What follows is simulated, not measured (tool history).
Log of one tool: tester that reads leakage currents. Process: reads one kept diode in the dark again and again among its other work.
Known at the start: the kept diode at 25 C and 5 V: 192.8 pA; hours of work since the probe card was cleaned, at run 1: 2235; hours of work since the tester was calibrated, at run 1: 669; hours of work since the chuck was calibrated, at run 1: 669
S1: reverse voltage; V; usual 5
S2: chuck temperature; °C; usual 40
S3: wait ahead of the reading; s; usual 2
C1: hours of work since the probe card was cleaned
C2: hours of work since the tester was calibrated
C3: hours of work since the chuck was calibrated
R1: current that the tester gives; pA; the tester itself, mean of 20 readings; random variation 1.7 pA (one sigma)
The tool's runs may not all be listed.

{"run": 1, "day": 0.0, "S1": 5, "S2": 40, "S3": 2, "C1": 2235, "C2": 669, "C3": 669, "R1": 584.77}
{"run": 2, "day": 2.879, "S1": 6.8, "S2": 40, "S3": 2, "C1": 2268, "C2": 703, "C3": 703, "R1": 693.14}
{"run": 3, "day": 5.883, "S1": 6.8, "S2": 40, "S3": 2, "C1": 2304, "C2": 738, "C3": 738, "R1": 692.18}
{"run": 4, "day": 7.912, "S1": 6.8, "S2": 40, "S3": 2, "C1": 2328, "C2": 762, "C3": 762, "R1": 696.95}
{"run": 5, "day": 10.092, "S1": 6.8, "S2": 40, "S3": 2, "C1": 2353, "C2": 788, "C3": 788, "R1": 697.61}
{"run": 6, "day": 12.388, "S1": 14.55, "S2": 40, "S3": 2, "C1": 2380, "C2": 815, "C3": 815, "R1": 1058.81}
{"run": 7, "day": 15.475, "S1": 14.55, "S2": 40, "S3": 2, "C1": 2417, "C2": 851, "C3": 851, "R1": 1057.7}
{"run": 8, "day": 17.512, "S1": 14.55, "S2": 40, "S3": 2, "C1": 2441, "C2": 875, "C3": 875, "R1": 1055.96}
{"run": 9, "day": 19.621, "S1": 5, "S2": 40, "S3": 2, "C1": 2465, "C2": 900, "C3": 900, "R1": 598.19}
{"run": 10, "day": 21.217, "S1": 5, "S2": 40, "S3": 2, "C1": 2484, "C2": 919, "C3": 919, "R1": 594.91}
{"run": 11, "day": 23.075, "S1": 5, "S2": 40, "S3": 2, "C1": 2506, "C2": 941, "C3": 941, "R1": 592.65}
{"run": 12, "day": 24.938, "S1": 5, "S2": 40, "S3": 2, "C1": 2528, "C2": 963, "C3": 963, "R1": 598.78}
{"day": 25.388, "done": "probe card cleaned and baked"}
{"run": 13, "day": 28.479, "S1": 5, "S2": 40, "S3": 2, "C1": 36, "C2": 1003, "C3": 1003, "R1": 604.17}
{"run": 14, "day": 32.304, "S1": 5, "S2": 38, "S3": 2, "C1": 81, "C2": 1048, "C3": 1048, "R1": 531.77}
{"run": 15, "day": 34.554, "S1": 7.52, "S2": 40, "S3": 2, "C1": 108, "C2": 1074, "C3": 1074, "R1": 760.26}
{"day": 37.258, "done": "probe card cleaned and baked, once more"}
{"run": 16, "day": 38.417, "S1": 7.52, "S2": 40, "S3": 2, "C1": 14, "C2": 1118, "C3": 1118, "R1": 743.55}
{"run": 17, "day": 41.675, "S1": 2.36, "S2": 44, "S3": 1.75, "C1": 52, "C2": 1157, "C3": 1157, "R1": 526.59}
{"run": 18, "day": 43.633, "S1": 3.43, "S2": 23, "S3": 2.17, "C1": 75, "C2": 1180, "C3": 1180, "R1": 149.61}
{"run": 19, "day": 46.362, "S1": 15.25, "S2": 23, "S3": 8.75, "C1": 107, "C2": 1212, "C3": 1212, "R1": 334.4}
{"run": 20, "day": 49.779, "S1": 5, "S2": 45, "S3": 3.44, "C1": 147, "C2": 1252, "C3": 1252, "R1": 840.29}
{"run": 21, "day": 51.7, "S1": 4.93, "S2": 59, "S3": 1.05, "C1": 170, "C2": 1275, "C3": 1275, "R1": 1967.95}
{"run": 22, "day": 53.85, "S1": 5, "S2": 54, "S3": 0.77, "C1": 195, "C2": 1300, "C3": 1300, "R1": 1479.37}
{"run": 23, "day": 57.329, "S1": 1.57, "S2": 38, "S3": 2.08, "C1": 236, "C2": 1341, "C3": 1341, "R1": 290.1}
{"run": 24, "day": 58.892, "S1": 13.36, "S2": 38, "S3": 2.08, "C1": 255, "C2": 1359, "C3": 1359, "R1": 903.43}
{"run": 25, "day": 62.25, "S1": 13.36, "S2": 39, "S3": 1.08, "C1": 294, "C2": 1399, "C3": 1399, "R1": 969.87}
{"run": 26, "day": 64.321, "S1": 13.36, "S2": 42, "S3": 9.14, "C1": 318, "C2": 1423, "C3": 1423, "R1": 1183.38}
{"run": 27, "day": 66.696, "S1": 13.36, "S2": 42, "S3": 9.14, "C1": 346, "C2": 1451, "C3": 1451, "R1": 1186.32}
{"run": 28, "day": 69.517, "S1": 9.77, "S2": 38, "S3": 5.77, "C1": 380, "C2": 1484, "C3": 1484, "R1": 769.98}
{"run": 29, "day": 71.067, "S1": 9.77, "S2": 38, "S3": 5.77, "C1": 398, "C2": 1502, "C3": 1502, "R1": 768.78}

Forecast each of these 3 alternatives for the next run:
{"run": "A", "day": 74.096, "S1": 10.59, "S2": 25, "S3": 5.77, "C1": 433, "C2": 1538, "C3": 1538, "R1": "?"}
{"run": "B", "day": 74.096, "S1": 1.46, "S2": 31, "S3": 5.62, "C1": 433, "C2": 1538, "C3": 1538, "R1": "?"}
{"run": "C", "day": 74.096, "S1": 10.07, "S2": 51, "S3": 3.79, "C1": 433, "C2": 1538, "C3": 1538, "R1": "?"}

run=A R1=328.3
run=B R1=174.37
run=C R1=1815.64
Without the tool's hidden state the same runs would have given:
run=A R1=289.33
run=B R1=155.07
run=C R1=1637.68
